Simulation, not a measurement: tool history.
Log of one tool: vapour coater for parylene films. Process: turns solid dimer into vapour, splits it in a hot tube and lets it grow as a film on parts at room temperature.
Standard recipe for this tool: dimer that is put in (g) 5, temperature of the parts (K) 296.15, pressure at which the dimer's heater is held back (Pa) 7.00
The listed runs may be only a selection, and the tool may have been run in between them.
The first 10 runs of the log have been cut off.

run	hour	dimer that is put in (g)	temperature of the parts (K)	pressure at which the dimer's heater is held back (Pa)	thickness of the film (µm)
11	470.0	5	291.15	7.00	3.39
# hour 505.4: trap's valve overhauled
12	514.7	5	291.15	7.00	3.54
13	576.4	5	291.15	7.00	3.44
14	613.1	5	291.15	7.00	3.52
15	659.1	5	291.15	7.00	3.50
16	692.6	5	296.15	4.25	3.18
# hour 736.5: table's thermometer calibrated
17	746.0	5	296.15	4.25	3.38
18	785.0	5	296.15	7.00	3.04
19	844.1	5	296.15	7.00	3.00
20	892.9	2	296.15	7.00	1.20
21	944.3	2	296.15	7.00	1.21
22	972.8	3	301.15	5.01	1.61
23	1002.3	5	291.15	7.00	3.60
24	1056.6	5	302.15	3.22	2.90
25	1086.6	5	290.15	7.00	3.69
26	1138.0	5	290.15	11.87	3.33
27	1178.9	5	290.15	10.27	3.44
28	1230.2	4	301.15	9.95	1.87
29	1280.7	4	301.15	9.95	1.83
30	1316.1	4	301.15	9.95	1.89
31	1373.7	3	301.15	9.95	1.36
32	1440.1	6	301.15	2.84	3.55
33	1470.2	6	301.15	2.84	3.55
34	1531.4	6	301.15	2.84	3.57

Run 35, settings as shown, results not yet in. Your forecast:
35	1585.9	6	301.15	2.84	?

{"run 35": {"thickness of the film (µm)": 3.5}}
Had the tool carried no hidden state, the very same run would have given thickness of the film (µm) 3.69.
